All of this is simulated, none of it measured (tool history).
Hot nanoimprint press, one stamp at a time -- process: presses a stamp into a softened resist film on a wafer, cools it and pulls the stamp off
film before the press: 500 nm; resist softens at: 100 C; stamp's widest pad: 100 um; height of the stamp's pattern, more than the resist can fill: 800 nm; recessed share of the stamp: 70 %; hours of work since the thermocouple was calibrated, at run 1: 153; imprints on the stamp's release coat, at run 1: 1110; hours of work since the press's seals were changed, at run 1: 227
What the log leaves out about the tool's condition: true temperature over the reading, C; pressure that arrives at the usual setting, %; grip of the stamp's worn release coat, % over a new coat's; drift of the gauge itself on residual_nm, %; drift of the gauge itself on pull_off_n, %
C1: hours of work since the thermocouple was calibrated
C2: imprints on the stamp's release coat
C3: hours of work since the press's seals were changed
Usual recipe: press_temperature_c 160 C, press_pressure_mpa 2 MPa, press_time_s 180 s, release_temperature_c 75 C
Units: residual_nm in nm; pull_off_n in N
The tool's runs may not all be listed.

Run 1, hour 0: usual settings; C1 153; C2 1110; C3 227. Result: residual_nm 201.7 nm, pull_off_n 100 N.
Run 2, hour 20.6: usual settings but release_temperature_c 69 C; C1 165; C2 1150; C3 238. Result: residual_nm 201 nm, pull_off_n 98 N.
Run 3, hour 39.8: usual settings; C1 175; C2 1188; C3 249. Result: residual_nm 202.6 nm, pull_off_n 98 N.
Run 4, hour 64.7: usual settings; C1 189; C2 1236; C3 263. Result: residual_nm 201.6 nm, pull_off_n 102 N.
Run 5, hour 97.1: usual settings; C1 207; C2 1299; C3 281. Result: residual_nm 200.3 nm, pull_off_n 100 N.
Run 6, hour 115.3: usual settings but press_temperature_c 151 C; C1 217; C2 1335; C3 291. Result: residual_nm 305.9 nm, pull_off_n 95 N.
Run 7, hour 139.3: usual settings; C1 231; C2 1382; C3 304. Result: residual_nm 202.3 nm, pull_off_n 97 N.
Run 8, hour 153: usual settings but press_temperature_c 168 C; C1 238; C2 1408; C3 312. Result: residual_nm 138.1 nm, pull_off_n 98 N.
Run 9, hour 175.2: usual settings but press_temperature_c 168 C, press_time_s 133 s; C1 251; C2 1452; C3 324. Result: residual_nm 156.8 nm, pull_off_n 96 N.
Run 10, hour 207.2: usual settings but press_temperature_c 168 C, press_time_s 133 s; C1 269; C2 1514; C3 342. Result: residual_nm 157.4 nm, pull_off_n 99 N.
Run 11, hour 220.8: usual settings but press_temperature_c 167 C, press_time_s 133 s; C1 276; C2 1541; C3 350. Result: residual_nm 164.6 nm, pull_off_n 99 N.
Run 12, hour 240.6: usual settings but press_temperature_c 167 C, press_time_s 133 s; C1 287; C2 1580; C3 361. Result: residual_nm 163.5 nm, pull_off_n 96 N.
Run 13, hour 268.9: usual settings but press_temperature_c 167 C, press_time_s 133 s; C1 303; C2 1635; C3 376. Result: residual_nm 164.9 nm, pull_off_n 97 N.
Run 14, hour 287.5: usual settings but press_pressure_mpa 1.24 MPa, press_time_s 159 s; C1 313; C2 1671; C3 387. Result: residual_nm 263.9 nm, pull_off_n 94 N.
Run 15, hour 301.2: usual settings but press_pressure_mpa 2.3 MPa, press_time_s 159 s; C1 321; C2 1698; C3 394. Result: residual_nm 197.3 nm, pull_off_n 98 N.
Run 16, hour 323.1: usual settings but press_temperature_c 167 C, press_pressure_mpa 2.3 MPa, press_time_s 159 s, release_temperature_c 62 C; C1 333; C2 1740; C3 406. Result: residual_nm 142.4 nm, pull_off_n 104 N.
Run 17, hour 337.2: usual settings but press_temperature_c 157 C, press_time_s 125 s, release_temperature_c 68 C; C1 341; C2 1768; C3 414. Result: residual_nm 263.2 nm, pull_off_n 100 N.
Run 18, hour 369.5: usual settings but press_temperature_c 153 C, press_pressure_mpa 2.01 MPa, press_time_s 208 s; C1 359; C2 1831; C3 432. Result: residual_nm 266.6 nm, pull_off_n 98 N.
Run 19, hour 392.1: usual settings but press_temperature_c 153 C, press_pressure_mpa 2.01 MPa, press_time_s 208 s; C1 371; C2 1875; C3 445. Result: residual_nm 268.1 nm, pull_off_n 95 N.
Run 20, hour 414.7: usual settings but press_time_s 278 s; C1 384; C2 1919; C3 457. Result: residual_nm 170.9 nm, pull_off_n 104 N.

Forecast run 21:
Run 21, hour 442.9: usual settings but press_pressure_mpa 1.43 MPa; C1 399; C2 1974; C3 473. Result: residual_nm ?, pull_off_n ?.

Run 21 measured residual_nm 236.7 nm, pull_off_n 98 N.
Had the tool carried no hidden state, the very same run would have given residual_nm 236.8 nm, pull_off_n 96 N.

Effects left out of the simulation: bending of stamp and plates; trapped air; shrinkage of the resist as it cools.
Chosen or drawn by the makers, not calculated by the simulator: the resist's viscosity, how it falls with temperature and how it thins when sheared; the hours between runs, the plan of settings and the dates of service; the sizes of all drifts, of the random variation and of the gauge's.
